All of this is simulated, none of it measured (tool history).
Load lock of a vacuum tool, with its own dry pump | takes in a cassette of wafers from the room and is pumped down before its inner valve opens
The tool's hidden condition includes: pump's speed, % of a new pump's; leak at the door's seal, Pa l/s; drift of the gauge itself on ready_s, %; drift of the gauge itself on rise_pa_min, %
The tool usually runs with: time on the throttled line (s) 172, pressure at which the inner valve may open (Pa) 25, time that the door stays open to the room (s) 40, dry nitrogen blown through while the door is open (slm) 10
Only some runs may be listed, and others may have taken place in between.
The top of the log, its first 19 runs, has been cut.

run,hour,time on the throttled line (s),pressure at which the inner valve may open (Pa),time that the door stays open to the room (s),dry nitrogen blown through while the door is open (slm),hours that the pump has run since its overhaul,times that the door has closed on its seal,"incoming humidity of the room's air, %",time from the closed door until the inner valve may open (s),rise of the pressure with all valves shut (Pa/min)
20,3966.9,172,25,53,15,949,38701,46.5,216.9,0.246
21,4081.9,172,25,53,15,1064,39004,41.8,215.9,0.245
22,4256.3,258,34,161,13,1238,39465,42.6,292.2,0.304
23,4417.6,172,25,40,27,1399,39891,46.8,216.1,0.237
24,4624.6,234,49,171,15,1606,40438,45,267.3,0.318
25,4747.2,129,19,40,10,1729,40762,47.1,181.1,0.258
26,4894.7,225,36,25,5,1877,41152,43.7,258.6,0.256
27,5107,112,22,40,21,2089,41713,47.1,164.5,0.251
28,5352.6,112,22,40,21,2334,42362,47,165.9,0.266
29,5518.5,112,22,40,21,2500,42800,45.1,164.8,0.273
30,5724.6,112,22,86,21,2706,43345,46,164.8,0.293
31,5874.3,112,22,86,21,2856,43740,45.7,165.3,0.296
32,6149.1,112,25,86,26,3131,44467,46.2,164.5,0.307
33,6397.9,140,25,92,26,3380,45124,43.6,188.1,0.311
34,6533.5,141,25,61,26,3515,45482,42.8,190.2,0.306
35,6806.1,141,46,42,8,3788,46203,47.7,186.5,0.316

The next listed run, before its measurement:
36,6990.1,141,46,42,8,3972,46689,45.3,?,?

{"run 36": {"time from the closed door until the inner valve may open (s)": 185.7, "rise of the pressure with all valves shut (Pa/min)": 0.311}}
If the tool had no hidden condition, the same run with the same run-to-run variation would have returned time from the closed door until the inner valve may open (s) 183.4, rise of the pressure with all valves shut (Pa/min) 0.044.
